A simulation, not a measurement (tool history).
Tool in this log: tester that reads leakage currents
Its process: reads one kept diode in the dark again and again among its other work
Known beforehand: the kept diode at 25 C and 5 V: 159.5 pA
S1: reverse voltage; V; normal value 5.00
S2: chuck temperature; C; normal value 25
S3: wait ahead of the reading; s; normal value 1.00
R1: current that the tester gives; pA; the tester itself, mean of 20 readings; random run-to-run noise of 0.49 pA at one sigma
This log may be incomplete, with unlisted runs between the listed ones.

{"run": 1, "hour": 0.0, "S1": 5.0, "S2": 25, "S3": 1.0, "R1": 164.36}
{"run": 2, "hour": 47.5, "S1": 5.0, "S2": 25, "S3": 1.0, "R1": 164.46}
{"run": 3, "hour": 100.1, "S1": 5.0, "S2": 25, "S3": 2.7, "R1": 164.81}
{"run": 4, "hour": 138.5, "S1": 5.0, "S2": 25, "S3": 2.7, "R1": 164.42}
{"run": 5, "hour": 174.1, "S1": 5.0, "S2": 25, "S3": 2.7, "R1": 164.79}
{"run": 6, "hour": 237.5, "S1": 5.0, "S2": 25, "S3": 2.7, "R1": 165.22}
{"run": 7, "hour": 295.1, "S1": 5.0, "S2": 25, "S3": 1.0, "R1": 166.91}
{"run": 8, "hour": 341.1, "S1": 5.0, "S2": 25, "S3": 1.0, "R1": 167.27}
{"run": 9, "hour": 386.8, "S1": 5.0, "S2": 25, "S3": 1.0, "R1": 167.53}
{"run": 10, "hour": 424.1, "S1": 5.0, "S2": 25, "S3": 1.0, "R1": 168.24}
{"run": 11, "hour": 469.3, "S1": 5.0, "S2": 25, "S3": 1.0, "R1": 169.0}
{"hour": 476.6, "done": "probe card cleaned and baked"}
{"run": 12, "hour": 534.9, "S1": 5.0, "S2": 23, "S3": 1.0, "R1": 145.66}
{"run": 13, "hour": 596.4, "S1": 5.0, "S2": 23, "S3": 1.0, "R1": 145.71}
{"run": 14, "hour": 650.0, "S1": 5.0, "S2": 23, "S3": 1.0, "R1": 146.19}
{"run": 15, "hour": 708.6, "S1": 5.67, "S2": 23, "S3": 1.0, "R1": 154.51}
{"run": 16, "hour": 770.1, "S1": 5.67, "S2": 23, "S3": 1.0, "R1": 154.01}
{"hour": 784.6, "done": "probe card cleaned and baked, once more"}
{"run": 17, "hour": 840.7, "S1": 5.0, "S2": 25, "S3": 1.0, "R1": 168.92}
{"run": 18, "hour": 898.7, "S1": 5.0, "S2": 25, "S3": 1.0, "R1": 169.28}
{"run": 19, "hour": 954.6, "S1": 5.0, "S2": 25, "S3": 1.0, "R1": 169.82}
{"run": 20, "hour": 986.5, "S1": 5.0, "S2": 33, "S3": 1.0, "R1": 323.62}
{"run": 21, "hour": 1047.5, "S1": 5.0, "S2": 33, "S3": 1.0, "R1": 324.64}
{"run": 22, "hour": 1108.2, "S1": 2.73, "S2": 45, "S3": 0.96, "R1": 635.28}
{"run": 23, "hour": 1179.2, "S1": 2.73, "S2": 45, "S3": 0.96, "R1": 637.08}
{"run": 24, "hour": 1242.5, "S1": 5.0, "S2": 25, "S3": 1.97, "R1": 171.08}
{"run": 25, "hour": 1309.8, "S1": 5.69, "S2": 29, "S3": 0.45, "R1": 253.29}
{"run": 26, "hour": 1381.7, "S1": 11.96, "S2": 56, "S3": 0.63, "R1": 2431.17}
{"run": 27, "hour": 1425.9, "S1": 6.89, "S2": 34, "S3": 1.28, "R1": 402.93}
{"run": 28, "hour": 1488.4, "S1": 6.89, "S2": 32, "S3": 3.51, "R1": 342.97}
{"run": 29, "hour": 1527.9, "S1": 10.05, "S2": 32, "S3": 0.45, "R1": 405.94}
{"run": 30, "hour": 1585.4, "S1": 15.41, "S2": 53, "S3": 0.71, "R1": 2186.37}
{"run": 31, "hour": 1624.1, "S1": 5.0, "S2": 47, "S3": 0.52, "R1": 939.33}
{"run": 32, "hour": 1694.5, "S1": 5.0, "S2": 47, "S3": 0.52, "R1": 943.25}
{"run": 33, "hour": 1767.1, "S1": 5.0, "S2": 47, "S3": 0.52, "R1": 942.86}
{"hour": 1794.9, "done": "chuck's temperature calibrated"}
{"run": 34, "hour": 1835.4, "S1": 5.0, "S2": 21, "S3": 0.6, "R1": 120.23}
{"run": 35, "hour": 1868.2, "S1": 5.0, "S2": 21, "S3": 0.6, "R1": 120.54}
{"run": 36, "hour": 1936.0, "S1": 5.0, "S2": 21, "S3": 0.6, "R1": 120.79}
{"run": 37, "hour": 1977.6, "S1": 4.1, "S2": 25, "S3": 0.53, "R1": 153.45}
{"run": 38, "hour": 2030.8, "S1": 1.4, "S2": 43, "S3": 1.25, "R1": 404.59}
{"run": 39, "hour": 2100.5, "S1": 1.4, "S2": 43, "S3": 1.25, "R1": 406.07}

Predict each of these 4 candidate next runs independently; none follows another, all start after run 39:
{"run": "A", "hour": 2165.5, "S1": 1.4, "S2": 43, "S3": 2.48, "R1": "?"}
{"run": "B", "hour": 2165.5, "S1": 5.0, "S2": 34, "S3": 3.19, "R1": "?"}
{"run": "C", "hour": 2165.5, "S1": 1.12, "S2": 26, "S3": 1.71, "R1": "?"}
{"run": "D", "hour": 2165.5, "S1": 1.4, "S2": 34, "S3": 1.25, "R1": "?"}

run=A R1=408.52
run=B R1=338.47
run=C R1=100.35
run=D R1=206.07
The same runs, with their run-to-run variation unchanged, on a tool lacking any hidden condition would have given:
run=A R1=406.48
run=B R1=332.54
run=C R1=98.92
run=D R1=204.20
